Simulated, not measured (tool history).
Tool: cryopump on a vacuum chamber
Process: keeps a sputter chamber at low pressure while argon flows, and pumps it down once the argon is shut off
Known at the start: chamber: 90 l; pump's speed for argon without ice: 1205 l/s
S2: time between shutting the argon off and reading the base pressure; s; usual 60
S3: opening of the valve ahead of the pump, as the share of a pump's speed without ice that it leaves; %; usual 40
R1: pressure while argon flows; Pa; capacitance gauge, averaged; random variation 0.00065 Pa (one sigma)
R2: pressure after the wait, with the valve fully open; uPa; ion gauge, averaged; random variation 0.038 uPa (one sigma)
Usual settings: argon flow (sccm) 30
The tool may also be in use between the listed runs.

Run 1, day 0.000: usual settings. Result: R1 0.1108 Pa, R2 4.16 uPa.
Run 2, day 1.708: usual settings. Result: R1 0.1107 Pa, R2 4.20 uPa.
Run 3, day 2.729: usual settings but S3 17 %. Result: R1 0.2537 Pa, R2 4.18 uPa.
Run 4, day 3.629: usual settings but S3 17 %. Result: R1 0.2544 Pa, R2 4.23 uPa.
Run 5, day 5.188: usual settings but S3 17 %. Result: R1 0.2533 Pa, R2 4.21 uPa.
Run 6, day 6.671: usual settings. Result: R1 0.1136 Pa, R2 4.23 uPa.
Run 7, day 7.988: usual settings. Result: R1 0.1119 Pa, R2 4.44 uPa.
Run 8, day 9.342: usual settings but S2 107 s. Result: R1 0.1136 Pa, R2 3.57 uPa.
Run 9, day 10.379: usual settings but S2 107 s. Result: R1 0.1146 Pa, R2 3.63 uPa.
Run 10, day 11.738: usual settings but S2 244 s. Result: R1 0.1133 Pa, R2 3.00 uPa.
Run 11, day 12.758: usual settings but S2 244 s. Result: R1 0.1144 Pa, R2 3.08 uPa.
Run 12, day 13.729: usual settings but S2 244 s. Result: R1 0.1153 Pa, R2 3.13 uPa.
Run 13, day 15.096: usual settings but S2 255 s. Result: R1 0.1160 Pa, R2 3.08 uPa.
Run 14, day 16.600: usual settings but S2 255 s. Result: R1 0.1161 Pa, R2 3.26 uPa.
Run 15, day 17.971: usual settings but S3 36 %. Result: R1 0.1292 Pa, R2 4.73 uPa.
Run 16, day 19.000: usual settings but S3 36 %. Result: R1 0.1284 Pa, R2 4.70 uPa.
Run 17, day 19.867: usual settings but S3 36 %. Result: R1 0.1301 Pa, R2 4.73 uPa.
Run 18, day 20.954: usual settings but argon flow (sccm) 45, S3 15 %. Result: R1 0.4408 Pa, R2 4.81 uPa.
Run 19, day 22.762: usual settings but argon flow (sccm) 45, S3 15 %. Result: R1 0.4404 Pa, R2 4.77 uPa.
Run 20, day 24.129: usual settings but argon flow (sccm) 39, S2 23 s. Result: R1 0.1546 Pa, R2 7.92 uPa.
Run 21, day 25.429: usual settings but argon flow (sccm) 39, S2 23 s. Result: R1 0.1548 Pa, R2 8.05 uPa.
Run 22, day 26.858: usual settings but argon flow (sccm) 29, S2 65 s, S3 52 %. Result: R1 0.0927 Pa, R2 4.95 uPa.
Run 23, day 28.254: usual settings but argon flow (sccm) 58, S2 230 s, S3 44 %. Result: R1 0.2142 Pa, R2 3.52 uPa.
At day 29.425: pump warmed up, emptied and cooled again.
Run 24, day 30.171: usual settings but argon flow (sccm) 17, S2 230 s, S3 18 %. Result: R1 0.1325 Pa, R2 2.90 uPa.
Run 25, day 31.421: usual settings but argon flow (sccm) 17, S2 230 s, S3 18 %. Result: R1 0.1328 Pa, R2 2.87 uPa.
Run 26, day 32.862: usual settings but S2 203 s, S3 20 %. Result: R1 0.2108 Pa, R2 2.95 uPa.
Run 27, day 33.921: usual settings but argon flow (sccm) 15, S2 147 s, S3 32 %. Result: R1 0.0663 Pa, R2 3.28 uPa.
Run 28, day 34.746: usual settings but argon flow (sccm) 49, S2 147 s, S3 53 %. Result: R1 0.1332 Pa, R2 3.20 uPa.
Run 29, day 36.200: usual settings but argon flow (sccm) 36, S2 270 s, S3 20 %. Result: R1 0.2542 Pa, R2 2.85 uPa.
Run 30, day 37.171: usual settings but argon flow (sccm) 28, S2 270 s, S3 27 %. Result: R1 0.1486 Pa, R2 2.87 uPa.

The next listed run, before its measurement:
Run 31, day 37.908: usual settings but argon flow (sccm) 28, S2 270 s, S3 27 %. Result: R1 ?, R2 ?.

{"run 31": {"R1": 0.1488, "R2": 3.0}}
Without the tool's hidden state the same run would have given R1 0.1463 Pa, R2 0.68 uPa.
